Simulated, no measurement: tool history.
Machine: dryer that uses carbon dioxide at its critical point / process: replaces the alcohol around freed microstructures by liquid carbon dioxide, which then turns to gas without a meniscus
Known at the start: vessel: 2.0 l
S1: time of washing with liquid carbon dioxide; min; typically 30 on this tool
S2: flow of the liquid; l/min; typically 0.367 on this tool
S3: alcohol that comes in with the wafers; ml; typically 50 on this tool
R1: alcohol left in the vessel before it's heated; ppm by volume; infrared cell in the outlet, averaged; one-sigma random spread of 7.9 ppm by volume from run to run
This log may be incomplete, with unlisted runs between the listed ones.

run	hour	S1	S2	S3	R1
1	0.0	30	0.367	50	511
2	17.2	30	0.367	50	490
3	32.8	30	0.367	50	509
4	47.1	30	0.367	60	611
5	64.7	30	0.367	60	627
6	77.0	30	0.367	60	602
7	88.0	30	0.367	60	628
8	96.2	30	0.367	60	599
9	111.8	30	0.367	50	526
10	126.0	30	0.271	50	1464
11	146.2	30	0.367	50	536
12	159.6	30	0.367	50	538
13	169.4	30	0.367	39	421
14	187.8	24	0.309	23	908
15	204.5	43	0.323	109	449
16	221.6	43	0.323	109	454
17	236.0	43	0.323	109	448
18	255.1	23	0.327	25	910
19	272.8	29	0.511	22	96
20	290.0	34	0.269	39	847
21	306.4	34	0.269	39	872
# hour 321.3: inlet filter changed
22	323.8	34	0.269	39	738
23	334.0	34	0.269	39	766
24	350.0	30	0.249	50	1720
25	361.1	30	0.249	50	1740
26	379.3	25	0.367	55	964

Some steps in R1, run to run, broken into two amounts with sign: the step expected even without the hidden condition (settings, incoming material, random variation), and the rest, left for the hidden condition together with whatever gauge scatter is not in both the measured and the hidden-condition-free result:
Unlogged tool condition in this case: flow that reaches the vessel past the clogged filter, %; alcohol in the recycled carbon dioxide, ppm; drift of the gauge itself on alcohol_ppm, %.
Run 9 -> 10: S2 0.367 -> 0.271. R1 +938 ppm by volume: hidden state +97, all else +841.
Run 19 -> 20: S1 29 -> 34, S2 0.511 -> 0.269, S3 22 -> 39. R1 +751 ppm by volume: hidden state +119, all else +632.
Run 21 -> 22: inlet filter changed. R1 -134 ppm by volume: hidden state -126, all else -8.
Run 23 -> 24: S1 34 -> 30, S2 0.269 -> 0.249, S3 39 -> 50. R1 +954 ppm by volume: hidden state +17, all else +937.
